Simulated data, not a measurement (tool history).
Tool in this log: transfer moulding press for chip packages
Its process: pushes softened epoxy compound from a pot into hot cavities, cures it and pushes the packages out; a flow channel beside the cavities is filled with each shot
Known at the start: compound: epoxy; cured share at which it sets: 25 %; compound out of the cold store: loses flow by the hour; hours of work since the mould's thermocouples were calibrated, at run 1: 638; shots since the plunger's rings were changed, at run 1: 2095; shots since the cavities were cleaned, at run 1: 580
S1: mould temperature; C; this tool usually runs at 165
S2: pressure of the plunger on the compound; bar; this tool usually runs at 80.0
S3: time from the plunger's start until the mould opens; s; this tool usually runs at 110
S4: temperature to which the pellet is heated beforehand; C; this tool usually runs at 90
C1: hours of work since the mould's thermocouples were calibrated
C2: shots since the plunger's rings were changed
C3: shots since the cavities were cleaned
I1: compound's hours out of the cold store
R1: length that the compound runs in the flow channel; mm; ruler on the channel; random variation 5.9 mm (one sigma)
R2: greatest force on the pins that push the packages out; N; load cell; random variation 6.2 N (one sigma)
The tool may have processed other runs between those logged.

{"run": 1, "day": 0.0, "S1": 165, "S2": 80.0, "S3": 110, "S4": 90, "C1": 638, "C2": 2095, "C3": 580, "I1": 37.3, "R1": 623, "R2": 224}
{"run": 2, "day": 0.917, "S1": 165, "S2": 80.0, "S3": 108, "S4": 90, "C1": 648, "C2": 2263, "C3": 748, "I1": 36.8, "R1": 615, "R2": 236}
{"day": 1.671, "done": "cavities cleaned with cleaning compound and waxed"}
{"run": 3, "day": 1.954, "S1": 165, "S2": 80.0, "S3": 106, "S4": 90, "C1": 660, "C2": 2442, "C3": 52, "I1": 27.8, "R1": 649, "R2": 247}
{"run": 4, "day": 3.217, "S1": 165, "S2": 80.0, "S3": 106, "S4": 90, "C1": 675, "C2": 2674, "C3": 284, "I1": 29.5, "R1": 644, "R2": 259}
{"run": 5, "day": 4.062, "S1": 165, "S2": 80.0, "S3": 110, "S4": 90, "C1": 685, "C2": 2829, "C3": 439, "I1": 47.6, "R1": 588, "R2": 227}
{"run": 6, "day": 4.988, "S1": 165, "S2": 80.0, "S3": 110, "S4": 83, "C1": 696, "C2": 3000, "C3": 610, "I1": 43.3, "R1": 593, "R2": 223}
{"day": 6.558, "done": "cavities cleaned with cleaning compound and waxed"}
{"run": 7, "day": 7.121, "S1": 165, "S2": 80.0, "S3": 110, "S4": 83, "C1": 720, "C2": 3379, "C3": 103, "I1": 8.4, "R1": 716, "R2": 247}
{"run": 8, "day": 8.696, "S1": 165, "S2": 80.0, "S3": 110, "S4": 83, "C1": 739, "C2": 3669, "C3": 393, "I1": 26.6, "R1": 648, "R2": 243}
{"run": 9, "day": 10.404, "S1": 164, "S2": 80.0, "S3": 110, "S4": 90, "C1": 759, "C2": 3983, "C3": 707, "I1": 24.7, "R1": 668, "R2": 252}
{"day": 11.371, "done": "cavities cleaned with cleaning compound and waxed"}
{"run": 10, "day": 11.867, "S1": 171, "S2": 80.0, "S3": 110, "S4": 90, "C1": 776, "C2": 4240, "C3": 92, "I1": 10.8, "R1": 686, "R2": 185}
{"run": 11, "day": 13.942, "S1": 165, "S2": 80.0, "S3": 110, "S4": 88, "C1": 800, "C2": 4621, "C3": 473, "I1": 15.1, "R1": 686, "R2": 252}
{"day": 15.754, "done": "mould's thermocouples calibrated"}
{"run": 12, "day": 15.754, "S1": 165, "S2": 80.0, "S3": 110, "S4": 88, "C1": 0, "C2": 4938, "C3": 790, "I1": 46.9, "R1": 596, "R2": 225}
{"day": 16.283, "done": "cavities cleaned with cleaning compound and waxed"}
{"day": 16.7, "done": "plunger's sealing rings changed"}
{"run": 13, "day": 17.896, "S1": 165, "S2": 80.0, "S3": 110, "S4": 88, "C1": 23, "C2": 220, "C3": 277, "I1": 20.6, "R1": 664, "R2": 223}
{"run": 14, "day": 19.908, "S1": 165, "S2": 86.9, "S3": 110, "S4": 90, "C1": 47, "C2": 590, "C3": 647, "I1": 30.4, "R1": 668, "R2": 232}
{"day": 21.271, "done": "cavities cleaned with cleaning compound and waxed"}
{"run": 15, "day": 21.446, "S1": 161, "S2": 80.0, "S3": 110, "S4": 90, "C1": 65, "C2": 860, "C3": 32, "I1": 14.1, "R1": 696, "R2": 306}
{"run": 16, "day": 23.533, "S1": 172, "S2": 80.0, "S3": 116, "S4": 90, "C1": 89, "C2": 1244, "C3": 416, "I1": 29.3, "R1": 626, "R2": 190}
{"run": 17, "day": 24.558, "S1": 172, "S2": 80.0, "S3": 116, "S4": 90, "C1": 102, "C2": 1432, "C3": 604, "I1": 14.6, "R1": 674, "R2": 183}
{"day": 26.096, "done": "cavities cleaned with cleaning compound and waxed"}
{"run": 18, "day": 26.658, "S1": 172, "S2": 63.9, "S3": 116, "S4": 84, "C1": 126, "C2": 1806, "C3": 103, "I1": 13.2, "R1": 595, "R2": 177}
{"run": 19, "day": 27.996, "S1": 170, "S2": 76.8, "S3": 116, "S4": 84, "C1": 142, "C2": 2052, "C3": 349, "I1": 46.7, "R1": 566, "R2": 176}
{"run": 20, "day": 28.862, "S1": 157, "S2": 67.6, "S3": 95, "S4": 90, "C1": 152, "C2": 2211, "C3": 508, "I1": 38.9, "R1": 584, "R2": 555}
{"run": 21, "day": 29.771, "S1": 170, "S2": 71.6, "S3": 100, "S4": 88, "C1": 163, "C2": 2378, "C3": 675, "I1": 16.2, "R1": 637, "R2": 203}
{"day": 30.888, "done": "cavities cleaned with cleaning compound and waxed"}
{"run": 22, "day": 31.704, "S1": 158, "S2": 64.8, "S3": 99, "S4": 91, "C1": 185, "C2": 2722, "C3": 150, "I1": 44.1, "R1": 564, "R2": 482}
{"run": 23, "day": 32.908, "S1": 158, "S2": 61.9, "S3": 103, "S4": 91, "C1": 199, "C2": 2943, "C3": 371, "I1": 32.5, "R1": 572, "R2": 447}
{"run": 24, "day": 33.858, "S1": 158, "S2": 61.9, "S3": 103, "S4": 91, "C1": 210, "C2": 3118, "C3": 546, "I1": 43.8, "R1": 536, "R2": 466}
{"run": 25, "day": 34.712, "S1": 158, "S2": 61.9, "S3": 94, "S4": 88, "C1": 220, "C2": 3274, "C3": 702, "I1": 14.5, "R1": 628, "R2": 591}
{"day": 35.712, "done": "cavities cleaned with cleaning compound and waxed"}
{"run": 26, "day": 35.725, "S1": 159, "S2": 80.0, "S3": 115, "S4": 90, "C1": 232, "C2": 3449, "C3": 2, "I1": 20.2, "R1": 692, "R2": 350}
{"run": 27, "day": 36.642, "S1": 159, "S2": 80.0, "S3": 115, "S4": 90, "C1": 242, "C2": 3617, "C3": 170, "I1": 25.9, "R1": 673, "R2": 350}

Below, some changes in R2 between adjacent runs. For each, the amount present without the hidden state too (settings, incoming material, random variation) and the amount remaining for the hidden state with gauge scatter not shared by both compared results:
Hidden conditions of the tool in this case: true mould temperature over the reading, C; pressure that reaches the compound, % of what is set; grip of the stained cavities, % over clean ones'; drift of the gauge itself on flow_mm, %; drift of the gauge itself on push_out_n, %.
Run 19 -> 20: S1 170 -> 157, S2 76.8 -> 67.6, S3 116 -> 95, S4 84 -> 90. R2 +379 N: hidden state +6, all else +373.
Run 20 -> 21: S1 157 -> 170, S2 67.6 -> 71.6, S3 95 -> 100, S4 90 -> 88. R2 -352 N: hidden state -4, all else -348.
Run 25 -> 26: S1 158 -> 159, S2 61.9 -> 80.0, S3 94 -> 115, S4 88 -> 90, cavities cleaned with cleaning compound and waxed. R2 -241 N: hidden state -9, all else -232.
